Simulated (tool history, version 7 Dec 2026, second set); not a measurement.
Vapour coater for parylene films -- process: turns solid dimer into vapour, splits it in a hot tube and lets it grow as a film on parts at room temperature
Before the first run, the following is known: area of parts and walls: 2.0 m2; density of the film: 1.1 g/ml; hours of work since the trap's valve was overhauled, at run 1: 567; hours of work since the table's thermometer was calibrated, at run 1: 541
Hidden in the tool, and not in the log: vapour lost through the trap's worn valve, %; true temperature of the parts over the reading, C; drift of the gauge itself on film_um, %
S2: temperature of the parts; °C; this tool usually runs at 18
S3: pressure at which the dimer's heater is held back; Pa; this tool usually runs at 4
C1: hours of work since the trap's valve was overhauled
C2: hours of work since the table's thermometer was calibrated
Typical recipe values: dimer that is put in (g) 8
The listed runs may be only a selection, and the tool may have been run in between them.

{"run": 1, "hour": 0.0, "dimer that is put in (g)": 8, "S2": 18, "S3": 4, "C1": 567, "C2": 541, "thickness of the film (nm)": 2606}
{"run": 2, "hour": 39.9, "dimer that is put in (g)": 8, "S2": 18, "S3": 4, "C1": 585, "C2": 558, "thickness of the film (nm)": 2612}
{"hour": 74.5, "done": "trap's valve overhauled"}
{"run": 3, "hour": 79.5, "dimer that is put in (g)": 8, "S2": 18, "S3": 4, "C1": 2, "C2": 573, "thickness of the film (nm)": 2631}
{"run": 4, "hour": 116.2, "dimer that is put in (g)": 7, "S2": 18, "S3": 4, "C1": 18, "C2": 589, "thickness of the film (nm)": 2323}
{"run": 5, "hour": 151.8, "dimer that is put in (g)": 7, "S2": 18, "S3": 4, "C1": 33, "C2": 604, "thickness of the film (nm)": 2294}
{"run": 6, "hour": 177.0, "dimer that is put in (g)": 8, "S2": 18, "S3": 9.68, "C1": 44, "C2": 615, "thickness of the film (nm)": 2242}
{"run": 7, "hour": 221.1, "dimer that is put in (g)": 8, "S2": 18, "S3": 9.68, "C1": 63, "C2": 634, "thickness of the film (nm)": 2230}
{"run": 8, "hour": 242.8, "dimer that is put in (g)": 8, "S2": 19, "S3": 4, "C1": 72, "C2": 643, "thickness of the film (nm)": 2574}
{"run": 9, "hour": 273.9, "dimer that is put in (g)": 8, "S2": 19, "S3": 4, "C1": 85, "C2": 656, "thickness of the film (nm)": 2563}
{"run": 10, "hour": 303.9, "dimer that is put in (g)": 8, "S2": 19, "S3": 4, "C1": 98, "C2": 669, "thickness of the film (nm)": 2582}
{"run": 11, "hour": 334.7, "dimer that is put in (g)": 8, "S2": 19, "S3": 4, "C1": 111, "C2": 682, "thickness of the film (nm)": 2562}
{"run": 12, "hour": 362.1, "dimer that is put in (g)": 8, "S2": 18, "S3": 4, "C1": 123, "C2": 694, "thickness of the film (nm)": 2663}
{"run": 13, "hour": 405.9, "dimer that is put in (g)": 8, "S2": 18, "S3": 4, "C1": 142, "C2": 713, "thickness of the film (nm)": 2656}
{"run": 14, "hour": 432.7, "dimer that is put in (g)": 8, "S2": 18, "S3": 4, "C1": 153, "C2": 724, "thickness of the film (nm)": 2665}
{"run": 15, "hour": 451.9, "dimer that is put in (g)": 8, "S2": 18, "S3": 4, "C1": 161, "C2": 732, "thickness of the film (nm)": 2655}
{"run": 16, "hour": 494.9, "dimer that is put in (g)": 13, "S2": 18, "S3": 4, "C1": 180, "C2": 751, "thickness of the film (nm)": 4335}
{"run": 17, "hour": 534.8, "dimer that is put in (g)": 8, "S2": 18, "S3": 2.8, "C1": 197, "C2": 768, "thickness of the film (nm)": 2865}
{"run": 18, "hour": 558.0, "dimer that is put in (g)": 5, "S2": 18, "S3": 4, "C1": 207, "C2": 778, "thickness of the film (nm)": 1662}
{"run": 19, "hour": 595.0, "dimer that is put in (g)": 5, "S2": 18, "S3": 4, "C1": 222, "C2": 794, "thickness of the film (nm)": 1665}
{"run": 20, "hour": 630.1, "dimer that is put in (g)": 4, "S2": 18, "S3": 4, "C1": 237, "C2": 809, "thickness of the film (nm)": 1322}
{"run": 21, "hour": 671.5, "dimer that is put in (g)": 8, "S2": 17, "S3": 4, "C1": 255, "C2": 826, "thickness of the film (nm)": 2747}
{"run": 22, "hour": 713.4, "dimer that is put in (g)": 8, "S2": 18, "S3": 4, "C1": 273, "C2": 844, "thickness of the film (nm)": 2678}
{"run": 23, "hour": 739.1, "dimer that is put in (g)": 8, "S2": 18, "S3": 4, "C1": 284, "C2": 855, "thickness of the film (nm)": 2680}
{"run": 24, "hour": 769.9, "dimer that is put in (g)": 8, "S2": 21, "S3": 4, "C1": 297, "C2": 868, "thickness of the film (nm)": 2469}
{"hour": 788.9, "done": "gauge calibrated"}
{"run": 25, "hour": 797.8, "dimer that is put in (g)": 11, "S2": 12, "S3": 2.28, "C1": 309, "C2": 880, "thickness of the film (nm)": 4752}
{"run": 26, "hour": 831.4, "dimer that is put in (g)": 11, "S2": 12, "S3": 2.28, "C1": 324, "C2": 895, "thickness of the film (nm)": 4729}
{"run": 27, "hour": 875.4, "dimer that is put in (g)": 11, "S2": 12, "S3": 2.28, "C1": 342, "C2": 913, "thickness of the film (nm)": 4758}
{"run": 28, "hour": 905.1, "dimer that is put in (g)": 11, "S2": 12, "S3": 2.28, "C1": 355, "C2": 926, "thickness of the film (nm)": 4783}
{"run": 29, "hour": 938.4, "dimer that is put in (g)": 11, "S2": 12, "S3": 2.28, "C1": 369, "C2": 940, "thickness of the film (nm)": 4789}
{"run": 30, "hour": 981.6, "dimer that is put in (g)": 11, "S2": 12, "S3": 2.28, "C1": 388, "C2": 959, "thickness of the film (nm)": 4767}
{"run": 31, "hour": 1022.2, "dimer that is put in (g)": 5, "S2": 12, "S3": 2.28, "C1": 405, "C2": 976, "thickness of the film (nm)": 2181}
{"run": 32, "hour": 1067.2, "dimer that is put in (g)": 5, "S2": 17, "S3": 2.28, "C1": 424, "C2": 995, "thickness of the film (nm)": 1895}
{"run": 33, "hour": 1090.0, "dimer that is put in (g)": 11, "S2": 11, "S3": 2.28, "C1": 434, "C2": 1005, "thickness of the film (nm)": 4928}
{"run": 34, "hour": 1135.1, "dimer that is put in (g)": 4, "S2": 16, "S3": 3.85, "C1": 453, "C2": 1024, "thickness of the film (nm)": 1402}
{"run": 35, "hour": 1157.6, "dimer that is put in (g)": 4, "S2": 13, "S3": 2.99, "C1": 463, "C2": 1034, "thickness of the film (nm)": 1613}
{"run": 36, "hour": 1185.4, "dimer that is put in (g)": 5, "S2": 12, "S3": 3.81, "C1": 475, "C2": 1046, "thickness of the film (nm)": 1968}
{"run": 37, "hour": 1205.1, "dimer that is put in (g)": 4, "S2": 18, "S3": 4, "C1": 483, "C2": 1054, "thickness of the film (nm)": 1325}
{"run": 38, "hour": 1235.7, "dimer that is put in (g)": 9, "S2": 18, "S3": 2.1, "C1": 496, "C2": 1067, "thickness of the film (nm)": 3398}
{"run": 39, "hour": 1281.7, "dimer that is put in (g)": 9, "S2": 18, "S3": 2.1, "C1": 516, "C2": 1087, "thickness of the film (nm)": 3369}
{"run": 40, "hour": 1325.0, "dimer that is put in (g)": 9, "S2": 18, "S3": 2.1, "C1": 535, "C2": 1106, "thickness of the film (nm)": 3373}
{"run": 41, "hour": 1344.5, "dimer that is put in (g)": 12, "S2": 11, "S3": 10.29, "C1": 543, "C2": 1114, "thickness of the film (nm)": 4022}
{"run": 42, "hour": 1376.9, "dimer that is put in (g)": 7, "S2": 25, "S3": 2.51, "C1": 557, "C2": 1128, "thickness of the film (nm)": 2108}
{"run": 43, "hour": 1404.9, "dimer that is put in (g)": 14, "S2": 17, "S3": 7.09, "C1": 569, "C2": 1140, "thickness of the film (nm)": 4298}
{"run": 44, "hour": 1428.9, "dimer that is put in (g)": 9, "S2": 21, "S3": 7.96, "C1": 579, "C2": 1150, "thickness of the film (nm)": 2418}
{"run": 45, "hour": 1471.3, "dimer that is put in (g)": 9, "S2": 21, "S3": 7.96, "C1": 597, "C2": 1168, "thickness of the film (nm)": 2425}
{"hour": 1478.7, "done": "trap's valve overhauled"}
{"run": 46, "hour": 1515.7, "dimer that is put in (g)": 8, "S2": 13, "S3": 8.55, "C1": 16, "C2": 1185, "thickness of the film (nm)": 2668}
{"run": 47, "hour": 1542.5, "dimer that is put in (g)": 5, "S2": 27, "S3": 4, "C1": 27, "C2": 1197, "thickness of the film (nm)": 1310}

Consider 3 possible next runs. They are alternatives, not a sequence: every one starts from the tool as it was left by run 47. What does each give?
{"run": "A", "hour": 1584.9, "dimer that is put in (g)": 9, "S2": 24, "S3": 4, "C1": 45, "C2": 1215, "thickness of the film (nm)": "?"}
{"run": "B", "hour": 1584.9, "dimer that is put in (g)": 6, "S2": 13, "S3": 5.11, "C1": 45, "C2": 1215, "thickness of the film (nm)": "?"}
{"run": "C", "hour": 1584.9, "dimer that is put in (g)": 8, "S2": 18, "S3": 5.9, "C1": 45, "C2": 1215, "thickness of the film (nm)": "?"}

run=A thickness_of_the_film_(nm)=2572
run=B thickness_of_the_film_(nm)=2220
run=C thickness_of_the_film_(nm)=2477
Stripped of hidden state, with their random variation kept, the same runs would have yielded:
run=A thickness_of_the_film_(nm)=2515
run=B thickness_of_the_film_(nm)=2171
run=C thickness_of_the_film_(nm)=2422
